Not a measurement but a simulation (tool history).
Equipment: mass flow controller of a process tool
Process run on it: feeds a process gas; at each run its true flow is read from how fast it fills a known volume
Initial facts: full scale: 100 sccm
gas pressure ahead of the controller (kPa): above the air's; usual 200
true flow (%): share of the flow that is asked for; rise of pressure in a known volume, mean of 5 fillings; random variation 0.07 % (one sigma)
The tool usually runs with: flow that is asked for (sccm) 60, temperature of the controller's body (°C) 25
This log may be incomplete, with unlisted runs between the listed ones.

run	day	flow that is asked for (sccm)	gas pressure ahead of the controller (kPa)	temperature of the controller's body (°C)	true flow (%)
1	0	60	200	25	98.8
2	6.046	60	200	25	98.9
3	9.746	60	200	25	98.92
4	16.188	10	200	25	98.78
5	22.829	10	200	25	98.95
6	26.625	78	200	25	99.47
7	34.362	78	200	25	99.23
# day 35.079: controller's zero set anew
8	38.096	13	168	25	99.62
9	42.621	18	200	29	99.59
# day 45.958: controller's zero set anew, once more
10	50.425	60	200	28	98.92
11	57.208	27	200	25	97.65
12	62.033	31	200	38	99.34

What if the next run were any one of these 5? Each begins from the tool's condition after run 12:
A	67.2	60	180	25	?
B	67.2	15	250	21	?
C	67.2	11	141	25	?
D	67.2	60	173	21	?
E	67.2	60	265	32	?

run	true flow (%)
A	98.58
B	97.08
C	97.46
D	98.04
E	99.38
Without the tool's unlogged condition, the same runs would have read:
run	true flow (%)
A	98.81
B	96.97
C	97.18
D	98.26
E	99.6
